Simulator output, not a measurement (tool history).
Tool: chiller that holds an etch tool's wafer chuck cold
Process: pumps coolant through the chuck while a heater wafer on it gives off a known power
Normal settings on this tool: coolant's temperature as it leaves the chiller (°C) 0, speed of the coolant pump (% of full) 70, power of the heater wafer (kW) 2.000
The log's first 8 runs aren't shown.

| run | hour | coolant's temperature as it leaves the chiller (°C) | speed of the coolant pump (% of full) | power of the heater wafer (kW) | chuck's temperature once it has settled (°C) | how much warmer the coolant comes back (C) |
|---|---|---|---|---|---|---|
| 9 | 289.9 | 0 | 70 | 2.000 | 23.1 | 7.23 |
| 10 | 318.7 | 0 | 70 | 2.000 | 22.8 | 7.24 |
| 11 | 342.3 | 0 | 70 | 2.000 | 22.9 | 7.30 |
| 12 | 365.6 | 0 | 70 | 2.000 | 23.2 | 7.32 |
| 13 | 390.0 | 4 | 70 | 2.000 | 27.0 | 7.29 |
| 14 | 425.7 | 0 | 70 | 2.000 | 22.9 | 7.33 |
| 15 | 468.6 | 0 | 70 | 2.000 | 22.9 | 7.39 |
| 16 | 508.2 | 0 | 70 | 2.000 | 23.0 | 7.31 |
| 17 | 527.0 | 0 | 70 | 2.000 | 22.9 | 7.40 |
| 18 | 552.2 | 0 | 66 | 2.000 | 24.0 | 7.90 |
| 19 | 578.8 | 0 | 66 | 2.000 | 24.0 | 7.93 |
| 20 | 613.3 | 0 | 66 | 2.000 | 23.9 | 7.87 |
| 21 | 643.1 | -3 | 70 | 2.467 | 25.3 | 9.08 |
| 22 | 671.5 | 10 | 69 | 2.467 | 38.6 | 9.30 |
| 23 | 705.0 | 1 | 83 | 2.000 | 21.2 | 6.17 |
| 24 | 729.6 | 7 | 62 | 1.046 | 20.1 | 4.53 |
| 25 | 762.0 | 7 | 62 | 1.046 | 20.0 | 4.59 |
| 26 | 787.3 | 7 | 62 | 1.046 | 20.1 | 4.62 |
| 27 | 805.1 | 7 | 62 | 1.046 | 20.1 | 4.63 |
| 28 | 834.1 | 5 | 75 | 1.492 | 21.5 | 5.33 |
| 29 | 871.2 | -5 | 71 | 2.039 | 18.2 | 7.55 |
| 30 | 909.7 | -3 | 98 | 2.899 | 22.8 | 7.52 |
| 31 | 945.6 | -9 | 77 | 2.098 | 13.3 | 7.22 |
| 32 | 971.0 | -9 | 77 | 2.098 | 13.4 | 7.13 |

Here are 4 independent what-if runs from the current tool condition. What would each one return?
| A | 994.5 | 9 | 75 | 2.000 | ? | ? |
| B | 994.5 | -7 | 87 | 1.060 | ? | ? |
| C | 994.5 | -8 | 70 | 2.797 | ? | ? |
| D | 994.5 | -1 | 77 | 2.098 | ? | ? |

| run | chuck's temperature once it has settled (°C) | how much warmer the coolant comes back (C) |
|---|---|---|
| A | 30.7 | 7.07 |
| B | 3.3 | 3.39 |
| C | 24.0 | 10.43 |
| D | 21.2 | 7.18 |
With no hidden state in the tool, these same runs would have given:
| run | chuck's temperature once it has settled (°C) | how much warmer the coolant comes back (C) |
|---|---|---|
| A | 30.7 | 6.65 |
| B | 3.3 | 2.96 |
| C | 24.0 | 10.01 |
| D | 21.2 | 6.76 |
